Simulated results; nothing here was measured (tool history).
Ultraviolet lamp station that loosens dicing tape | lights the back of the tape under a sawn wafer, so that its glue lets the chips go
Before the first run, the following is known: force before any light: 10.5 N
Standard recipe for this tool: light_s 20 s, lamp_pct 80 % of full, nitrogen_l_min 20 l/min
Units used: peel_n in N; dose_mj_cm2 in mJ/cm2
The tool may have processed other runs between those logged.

run	hour	light_s	lamp_pct	nitrogen_l_min	peel_n	dose_mj_cm2
1	0	20	80	20	0.322	461
2	36.9	20	80	20	0.326	465
3	87.1	20	80	20	0.329	463
4	131.4	20	80	20	0.344	467
5	168.2	24	80	20	0.275	554
6	198	20	80	27	0.305	464
7	242.8	20	80	20	0.333	464
8	269.5	20	82	20	0.332	476
9	301	20	80	39	0.278	463
10	329.1	20	80	39	0.271	465
11	360.8	20	80	39	0.279	463
12	381.6	20	80	39	0.272	460
13	417.3	20	80	39	0.276	466
14	437.9	20	84	20	0.312	484
15	481.9	20	84	20	0.313	492
16	512.3	25	73	20	0.302	527
17	539.4	25	73	20	0.289	534
18	569	20	80	19	0.342	464
19	611.6	20	80	19	0.35	461
20	644.5	12	95	17	0.67	334
21	692.4	12	95	17	0.678	333
22	730.8	13	91	20	0.579	340
23	757	16	81	31	0.397	374
24	802.9	16	69	31	0.501	324
25	846.7	16	69	31	0.51	318
26	895.3	12	89	31	0.542	309
27	933.6	24	88	31	0.253	611
28	980.2	24	85	31	0.256	588

Put back what was entered between runs (4 entries, withheld): which listed runs does each sit between, and how does the hidden state differ from the listed run before to the listed run after?
In the gap between runs 6 and 7: window cleaned of glue's vapour (hour 223.1)
  light that the window lets through, % of a clean one's: 99.9 -> 100
In the gap between runs 18 and 19: window cleaned of glue's vapour (hour 582.1); lamp changed (hour 611.6)
  lamp's light, % of a new lamp's: 99.8 -> 100; light that the window lets through, % of a clean one's: 99.9 -> 100
In the gap between runs 27 and 28: window cleaned of glue's vapour (hour 942.3)
  light that the window lets through, % of a clean one's: 99.9 -> 100
